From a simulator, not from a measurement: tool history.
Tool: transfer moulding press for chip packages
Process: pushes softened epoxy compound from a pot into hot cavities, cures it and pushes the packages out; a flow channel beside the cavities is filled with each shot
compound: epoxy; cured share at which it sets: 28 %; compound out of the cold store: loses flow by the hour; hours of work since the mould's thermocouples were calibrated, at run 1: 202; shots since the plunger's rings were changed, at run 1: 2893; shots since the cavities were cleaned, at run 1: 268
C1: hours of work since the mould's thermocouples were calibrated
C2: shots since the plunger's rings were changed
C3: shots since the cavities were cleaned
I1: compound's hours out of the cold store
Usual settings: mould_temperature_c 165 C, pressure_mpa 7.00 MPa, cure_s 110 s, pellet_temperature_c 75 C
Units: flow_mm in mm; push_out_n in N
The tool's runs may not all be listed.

run 1 hour=0.0 | mould_temperature_c=165 pressure_mpa=7.00 cure_s=110 pellet_temperature_c=75 | C1=202 C2=2893 C3=268 | I1=32.3 | flow_mm=676 push_out_n=598
-- hour=56.8 cavities cleaned with cleaning compound and waxed
run 2 hour=79.6 | mould_temperature_c=165 pressure_mpa=8.61 cure_s=110 pellet_temperature_c=75 | C1=256 C2=3868 C3=286 | I1=30.8 | flow_mm=744 push_out_n=608
-- hour=128.1 plunger's sealing rings changed
-- hour=141.1 cavities cleaned with cleaning compound and waxed
run 3 hour=155.2 | mould_temperature_c=165 pressure_mpa=8.61 cure_s=110 pellet_temperature_c=75 | C1=306 C2=321 C3=177 | I1=15.8 | flow_mm=818 push_out_n=580
run 4 hour=195.2 | mould_temperature_c=165 pressure_mpa=7.00 cure_s=110 pellet_temperature_c=75 | C1=334 C2=819 C3=675 | I1=28.6 | flow_mm=699 push_out_n=730
-- hour=222.3 cavities cleaned with cleaning compound and waxed
run 5 hour=238.0 | mould_temperature_c=165 pressure_mpa=7.00 cure_s=110 pellet_temperature_c=75 | C1=363 C2=1335 C3=196 | I1=39.1 | flow_mm=657 push_out_n=567
-- hour=301.2 cavities cleaned with cleaning compound and waxed
run 6 hour=301.6 | mould_temperature_c=161 pressure_mpa=7.00 cure_s=110 pellet_temperature_c=75 | C1=406 C2=2110 C3=5 | I1=19.9 | flow_mm=724 push_out_n=652
run 7 hour=361.1 | mould_temperature_c=167 pressure_mpa=7.00 cure_s=110 pellet_temperature_c=75 | C1=448 C2=2854 C3=749 | I1=45.0 | flow_mm=627 push_out_n=663
-- hour=379.7 cavities cleaned with cleaning compound and waxed
run 8 hour=409.1 | mould_temperature_c=167 pressure_mpa=7.00 cure_s=110 pellet_temperature_c=75 | C1=480 C2=3434 C3=367 | I1=43.9 | flow_mm=625 push_out_n=577
-- hour=461.0 cavities cleaned with cleaning compound and waxed
run 9 hour=490.6 | mould_temperature_c=165 pressure_mpa=7.00 cure_s=94 pellet_temperature_c=75 | C1=536 C2=4433 C3=370 | I1=24.2 | flow_mm=683 push_out_n=932
-- hour=498.3 plunger's sealing rings changed
-- hour=545.0 cavities cleaned with cleaning compound and waxed
run 10 hour=550.1 | mould_temperature_c=165 pressure_mpa=7.00 cure_s=94 pellet_temperature_c=75 | C1=574 C2=627 C3=63 | I1=43.1 | flow_mm=659 push_out_n=672
run 11 hour=616.7 | mould_temperature_c=165 pressure_mpa=7.00 cure_s=110 pellet_temperature_c=75 | C1=621 C2=1460 C3=896 | I1=35.2 | flow_mm=669 push_out_n=838
-- hour=623.8 cavities cleaned with cleaning compound and waxed
run 12 hour=653.2 | mould_temperature_c=165 pressure_mpa=7.00 cure_s=110 pellet_temperature_c=69 | C1=645 C2=1896 C3=367 | I1=34.2 | flow_mm=677 push_out_n=649
-- hour=702.4 cavities cleaned with cleaning compound and waxed
run 13 hour=711.2 | mould_temperature_c=165 pressure_mpa=7.00 cure_s=129 pellet_temperature_c=75 | C1=685 C2=2601 C3=110 | I1=27.4 | flow_mm=695 push_out_n=425
run 14 hour=753.6 | mould_temperature_c=165 pressure_mpa=7.00 cure_s=110 pellet_temperature_c=75 | C1=714 C2=3130 C3=639 | I1=40.6 | flow_mm=651 push_out_n=709
-- hour=783.1 cavities cleaned with cleaning compound and waxed
-- hour=800.5 mould's thermocouples calibrated
run 15 hour=811.9 | mould_temperature_c=172 pressure_mpa=6.22 cure_s=91 pellet_temperature_c=79 | C1=8 C2=3815 C3=334 | I1=45.4 | flow_mm=590 push_out_n=573
-- hour=864.4 plunger's sealing rings changed
-- hour=865.9 cavities cleaned with cleaning compound and waxed
run 16 hour=890.7 | mould_temperature_c=165 pressure_mpa=8.32 cure_s=110 pellet_temperature_c=82 | C1=60 C2=308 C3=308 | I1=18.2 | flow_mm=799 push_out_n=639
-- hour=946.9 cavities cleaned with cleaning compound and waxed
run 17 hour=947.1 | mould_temperature_c=165 pressure_mpa=8.32 cure_s=110 pellet_temperature_c=82 | C1=98 C2=994 C3=2 | I1=27.7 | flow_mm=762 push_out_n=456
run 18 hour=983.5 | mould_temperature_c=161 pressure_mpa=7.00 cure_s=110 pellet_temperature_c=75 | C1=124 C2=1448 C3=456 | I1=8.1 | flow_mm=772 push_out_n=856
-- hour=1026.9 cavities cleaned with cleaning compound and waxed
run 19 hour=1058.4 | mould_temperature_c=161 pressure_mpa=7.00 cure_s=110 pellet_temperature_c=75 | C1=175 C2=2364 C3=393 | I1=19.1 | flow_mm=725 push_out_n=839
run 20 hour=1095.6 | mould_temperature_c=173 pressure_mpa=7.00 cure_s=104 pellet_temperature_c=75 | C1=201 C2=2828 C3=857 | I1=46.6 | flow_mm=612 push_out_n=594
-- hour=1106.5 cavities cleaned with cleaning compound and waxed
run 21 hour=1144.1 | mould_temperature_c=165 pressure_mpa=5.73 cure_s=95 pellet_temperature_c=75 | C1=234 C2=3415 C3=469 | I1=27.2 | flow_mm=621 push_out_n=897
-- hour=1186.8 cavities cleaned with cleaning compound and waxed
run 22 hour=1218.5 | mould_temperature_c=165 pressure_mpa=7.49 cure_s=125 pellet_temperature_c=75 | C1=285 C2=4325 C3=395 | I1=15.5 | flow_mm=738 push_out_n=543
-- hour=1232.3 plunger's sealing rings changed
-- hour=1267.4 cavities cleaned with cleaning compound and waxed
run 23 hour=1267.4 | mould_temperature_c=165 pressure_mpa=7.49 cure_s=125 pellet_temperature_c=75 | C1=316 C2=419 C3=0 | I1=42.8 | flow_mm=681 push_out_n=370
run 24 hour=1334.3 | mould_temperature_c=163 pressure_mpa=7.00 cure_s=147 pellet_temperature_c=75 | C1=363 C2=1254 C3=835 | I1=12.0 | flow_mm=759 push_out_n=596
-- hour=1347.8 cavities cleaned with cleaning compound and waxed
run 25 hour=1381.4 | mould_temperature_c=163 pressure_mpa=6.05 cure_s=149 pellet_temperature_c=74 | C1=394 C2=1824 C3=420 | I1=35.0 | flow_mm=626 push_out_n=508
-- hour=1426.6 cavities cleaned with cleaning compound and waxed
run 26 hour=1453.1 | mould_temperature_c=165 pressure_mpa=7.00 cure_s=142 pellet_temperature_c=75 | C1=443 C2=2700 C3=330 | I1=47.3 | flow_mm=633 push_out_n=470
run 27 hour=1496.6 | mould_temperature_c=165 pressure_mpa=7.00 cure_s=142 pellet_temperature_c=75 | C1=474 C2=3242 C3=872 | I1=35.9 | flow_mm=655 push_out_n=603

Forecast each of these 3 alternatives for the next run:
-- hour=1509.0 cavities cleaned with cleaning compound and waxed
run A hour=1554.4 | mould_temperature_c=165 pressure_mpa=7.72 cure_s=126 pellet_temperature_c=76 | C1=513 C2=3945 C3=566 | I1=12.4 | flow_mm=? push_out_n=?
-- hour=1509.0 cavities cleaned with cleaning compound and waxed
run B hour=1554.4 | mould_temperature_c=162 pressure_mpa=6.00 cure_s=149 pellet_temperature_c=75 | C1=513 C2=3945 C3=566 | I1=36.3 | flow_mm=? push_out_n=?
-- hour=1509.0 cavities cleaned with cleaning compound and waxed
run C hour=1554.4 | mould_temperature_c=165 pressure_mpa=5.58 cure_s=142 pellet_temperature_c=67 | C1=513 C2=3945 C3=566 | I1=26.2 | flow_mm=? push_out_n=?

run=A flow_mm=765 push_out_n=592
run=B flow_mm=610 push_out_n=545
run=C flow_mm=609 push_out_n=535
Without the tool's hidden state the same runs would have given:
run=A flow_mm=796 push_out_n=367
run=B flow_mm=634 push_out_n=341
run=C flow_mm=633 push_out_n=339
